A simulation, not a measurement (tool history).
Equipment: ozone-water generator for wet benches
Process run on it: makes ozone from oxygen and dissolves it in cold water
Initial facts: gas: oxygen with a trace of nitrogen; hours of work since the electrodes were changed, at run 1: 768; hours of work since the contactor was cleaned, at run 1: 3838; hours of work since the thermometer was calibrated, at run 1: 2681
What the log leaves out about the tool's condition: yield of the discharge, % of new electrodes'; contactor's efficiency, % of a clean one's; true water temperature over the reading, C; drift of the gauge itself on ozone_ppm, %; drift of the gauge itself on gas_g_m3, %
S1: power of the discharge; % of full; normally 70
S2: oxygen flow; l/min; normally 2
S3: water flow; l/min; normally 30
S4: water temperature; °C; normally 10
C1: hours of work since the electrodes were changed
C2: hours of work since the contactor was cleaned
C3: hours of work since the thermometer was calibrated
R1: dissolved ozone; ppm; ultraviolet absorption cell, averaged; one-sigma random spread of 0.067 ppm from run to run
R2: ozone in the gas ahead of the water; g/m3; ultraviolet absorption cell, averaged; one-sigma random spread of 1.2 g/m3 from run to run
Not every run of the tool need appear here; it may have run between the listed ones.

run	hour	S1	S2	S3	S4	C1	C2	C3	R1	R2
1	0	70	2	30	10	768	3838	2681	8.19	222.6
2	99.7	70	2	39	10	845	3915	2758	6.11	223.3
3	238.5	70	2	30	12	952	4022	2865	7.96	222.4
4	344.4	70	2	30	12	1034	4104	2947	8.16	222.8
5	507.9	70	2	30	10	1160	4230	3073	8.11	221.8
6	644.5	70	2	30	10	1265	4335	3178	8.16	225.1
7	769.3	70	2	41	10	1362	4432	3274	5.79	224.7
8	845.9	47	2	30	10	1421	4491	3334	5.7	155.3
9	942.9	47	2	30	10	1496	4565	3408	5.63	154.1
10	1085.6	97	2	30	10	1606	4676	3518	11.07	306.8
11	1166.5	97	2	30	10	1668	4738	3581	11.11	305.1
12	1289.6	70	2	30	6	1763	4833	3676	8.2	228.7
13	1364.3	70	2	35	10	1821	4891	3733	6.9	225.5
14	1520.9	70	2	30	14	1941	5011	3854	7.9	229.4
# hour 1623.2: gauge calibrated
15	1630.2	70	2	30	10	2026	5096	3939	8.09	221.9
16	1741.7	70	2	30	10	2112	5182	4025	8.23	222

Run 17 comes next. What will it give?
17	1892	70	2	30	10	2228	5298	4141	?	?

{"run 17": {"R1": 8.24, "R2": 222.7}}
If the tool had no hidden condition, the same run with the same run-to-run variation would have returned R1 8.26 ppm, R2 221.8 g/m3.
